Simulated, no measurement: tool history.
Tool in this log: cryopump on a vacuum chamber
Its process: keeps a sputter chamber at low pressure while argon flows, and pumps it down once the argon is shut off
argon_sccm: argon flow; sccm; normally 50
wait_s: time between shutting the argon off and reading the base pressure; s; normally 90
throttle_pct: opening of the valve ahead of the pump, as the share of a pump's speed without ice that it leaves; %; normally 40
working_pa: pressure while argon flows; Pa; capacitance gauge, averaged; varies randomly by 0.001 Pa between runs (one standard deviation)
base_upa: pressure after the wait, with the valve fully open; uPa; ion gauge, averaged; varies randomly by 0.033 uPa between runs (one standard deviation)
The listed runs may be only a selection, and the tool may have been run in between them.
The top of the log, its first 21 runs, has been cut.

| run | day | argon_sccm | wait_s | throttle_pct | hours of work since the pump was warmed up and emptied | hours of work since the cold head was overhauled | hours of work since the chamber's fittings were tightened | working_pa | base_upa |
|---|---|---|---|---|---|---|---|---|---|
| 22 | 14.846 | 85 | 63 | 33 | 202 | 721 | 2062 | 0.4763 | 3.82 |
| 23 | 15.800 | 85 | 63 | 33 | 215 | 733 | 2075 | 0.4751 | 3.86 |
| 24 | 16.779 | 24 | 136 | 24 | 228 | 746 | 2088 | 0.1814 | 2.75 |
| 25 | 17.588 | 24 | 136 | 24 | 239 | 757 | 2099 | 0.1838 | 2.71 |
| 26 | 18.283 | 24 | 136 | 24 | 248 | 766 | 2108 | 0.1835 | 2.73 |
| 27 | 19.192 | 24 | 136 | 24 | 260 | 779 | 2120 | 0.1850 | 2.76 |
| 28 | 19.750 | 24 | 136 | 24 | 267 | 786 | 2127 | 0.1848 | 2.73 |
| 29 | 20.629 | 69 | 57 | 46 | 279 | 798 | 2139 | 0.2847 | 4.13 |
| 30 | 21.196 | 69 | 57 | 30 | 287 | 805 | 2147 | 0.4299 | 4.04 |

For run 31, what comes out?
| 31 | 22.067 | 50 | 88 | 40 | 298 | 817 | 2158 | ? | ? |

{"run 31": {"working_pa": 0.2377, "base_upa": 3.34}}
The same run, on a tool lacking any hidden state, would have yielded working_pa 0.2227 Pa, base_upa 1.78 uPa.

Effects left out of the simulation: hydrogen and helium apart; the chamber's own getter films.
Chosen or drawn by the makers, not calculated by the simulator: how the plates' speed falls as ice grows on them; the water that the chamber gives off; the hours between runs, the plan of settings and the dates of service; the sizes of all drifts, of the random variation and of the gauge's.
